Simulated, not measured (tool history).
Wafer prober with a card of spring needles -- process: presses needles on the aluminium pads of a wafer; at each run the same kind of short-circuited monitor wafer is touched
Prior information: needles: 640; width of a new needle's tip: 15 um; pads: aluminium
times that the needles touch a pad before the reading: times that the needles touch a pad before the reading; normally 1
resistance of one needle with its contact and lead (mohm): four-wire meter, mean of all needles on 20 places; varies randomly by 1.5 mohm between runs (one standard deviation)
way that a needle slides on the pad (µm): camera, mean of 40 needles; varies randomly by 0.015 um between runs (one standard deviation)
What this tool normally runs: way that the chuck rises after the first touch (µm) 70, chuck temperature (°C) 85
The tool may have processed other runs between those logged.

| run | hour | way that the chuck rises after the first touch (µm) | chuck temperature (°C) | times that the needles touch a pad before the reading | resistance of one needle with its contact and lead (mohm) | way that a needle slides on the pad (µm) |
|---|---|---|---|---|---|---|
| 1 | 0.0 | 70 | 85 | 1 | 139 | 10.23 |
|  | 3.5 | tips cleaned on abrasive film |
| 2 | 6.1 | 70 | 85 | 1 | 139 | 10.24 |
|  | 11.8 | tips cleaned on abrasive film |
| 3 | 19.7 | 70 | 85 | 1 | 141 | 10.23 |
|  | 20.5 | tips cleaned on abrasive film |
|  | 28.7 | tips cleaned on abrasive film |
| 4 | 30.7 | 70 | 85 | 1 | 142 | 10.20 |
|  | 37.1 | tips cleaned on abrasive film |
| 5 | 42.4 | 70 | 85 | 1 | 139 | 10.19 |
|  | 45.6 | tips cleaned on abrasive film |
|  | 54.6 | tips cleaned on abrasive film |
| 6 | 54.9 | 70 | 89 | 1 | 143 | 10.17 |
|  | 63.4 | tips cleaned on abrasive film |
| 7 | 64.0 | 70 | 89 | 1 | 141 | 10.19 |
|  | 71.7 | tips cleaned on abrasive film |
| 8 | 71.7 | 70 | 85 | 1 | 141 | 10.18 |
|  | 79.8 | tips cleaned on abrasive film |
| 9 | 82.8 | 70 | 85 | 2 | 139 | 10.14 |
|  | 88.5 | tips cleaned on abrasive film |
| 10 | 88.5 | 70 | 85 | 2 | 142 | 10.16 |
|  | 96.9 | tips cleaned on abrasive film |
| 11 | 100.4 | 70 | 110 | 1 | 146 | 10.13 |
|  | 104.9 | tips cleaned on abrasive film |
| 12 | 112.2 | 70 | 85 | 1 | 143 | 10.13 |
|  | 113.4 | tips cleaned on abrasive film |
| 13 | 119.6 | 70 | 85 | 1 | 142 | 10.16 |
|  | 122.1 | tips cleaned on abrasive film |
| 14 | 126.9 | 70 | 85 | 1 | 142 | 10.14 |
|  | 130.6 | tips cleaned on abrasive film |
| 15 | 133.0 | 70 | 60 | 1 | 134 | 10.12 |
|  | 138.6 | tips cleaned on abrasive film |
| 16 | 138.6 | 70 | 60 | 1 | 135 | 10.11 |
| 17 | 144.8 | 58 | 81 | 2 | 144 | 8.37 |
|  | 147.1 | tips cleaned on abrasive film |
|  | 156.1 | tips cleaned on abrasive film |
| 18 | 156.3 | 70 | 85 | 2 | 140 | 10.11 |
|  | 164.4 | tips cleaned on abrasive film |
| 19 | 166.2 | 57 | 33 | 1 | 136 | 8.22 |
|  | 172.6 | tips cleaned on abrasive film |
| 20 | 174.8 | 57 | 85 | 1 | 148 | 8.19 |
|  | 175.7 | height of the first contact set anew |
|  | 181.4 | tips cleaned on abrasive film |
| 21 | 184.7 | 78 | 32 | 2 | 128 | 11.22 |
|  | 189.7 | tips cleaned on abrasive film |
| 22 | 194.4 | 78 | 32 | 2 | 130 | 11.20 |
|  | 198.3 | tips cleaned on abrasive film |
| 23 | 204.9 | 81 | 34 | 1 | 128 | 11.63 |
|  | 207.1 | tips cleaned on abrasive film |
| 24 | 213.2 | 81 | 34 | 1 | 127 | 11.63 |
|  | 216.2 | tips cleaned on abrasive film |
| 25 | 220.4 | 61 | 85 | 1 | 144 | 8.76 |
|  | 224.5 | tips cleaned on abrasive film |
|  | 232.9 | tips cleaned on abrasive film |
| 26 | 233.9 | 61 | 66 | 1 | 140 | 8.74 |
| 27 | 240.9 | 61 | 66 | 1 | 142 | 8.73 |
|  | 242.1 | tips cleaned on abrasive film |
|  | 250.7 | tips cleaned on abrasive film |
| 28 | 253.6 | 61 | 66 | 1 | 141 | 8.71 |
|  | 259.1 | tips cleaned on abrasive film |
| 29 | 260.5 | 61 | 66 | 1 | 139 | 8.72 |
|  | 267.8 | tips cleaned on abrasive film |
| 30 | 268.3 | 61 | 66 | 1 | 140 | 8.70 |
|  | 276.1 | tips cleaned on abrasive film |
| 31 | 279.7 | 61 | 66 | 1 | 140 | 8.70 |
|  | 284.3 | tips cleaned on abrasive film |
| 32 | 289.1 | 62 | 66 | 1 | 141 | 8.82 |

Same runs, no hidden state in the tool, same run-to-run variation:
What the log doesn't record here: debris on the tips, nm; way that the needles fall short of the set height, um; tips' diameter, um; drift of the gauge itself on contact_mohm, %; drift of the gauge itself on scrub_um, %.
| run | way that a needle slides on the pad (µm) |
|---|---|
| 1 | 10.23 |
| 2 | 10.25 |
| 3 | 10.25 |
| 4 | 10.22 |
| 5 | 10.23 |
| 6 | 10.22 |
| 7 | 10.25 |
| 8 | 10.25 |
| 9 | 10.22 |
| 10 | 10.24 |
| 11 | 10.23 |
| 12 | 10.23 |
| 13 | 10.27 |
| 14 | 10.25 |
| 15 | 10.25 |
| 16 | 10.24 |
| 17 | 8.48 |
| 18 | 10.25 |
| 19 | 8.34 |
| 20 | 8.33 |
| 21 | 11.40 |
| 22 | 11.40 |
| 23 | 11.84 |
| 24 | 11.86 |
| 25 | 8.94 |
| 26 | 8.93 |
| 27 | 8.92 |
| 28 | 8.92 |
| 29 | 8.93 |
| 30 | 8.92 |
| 31 | 8.93 |
| 32 | 9.05 |
resistance of one needle with its contact and lead (mohm): at most 1 away from the measurement, every run.
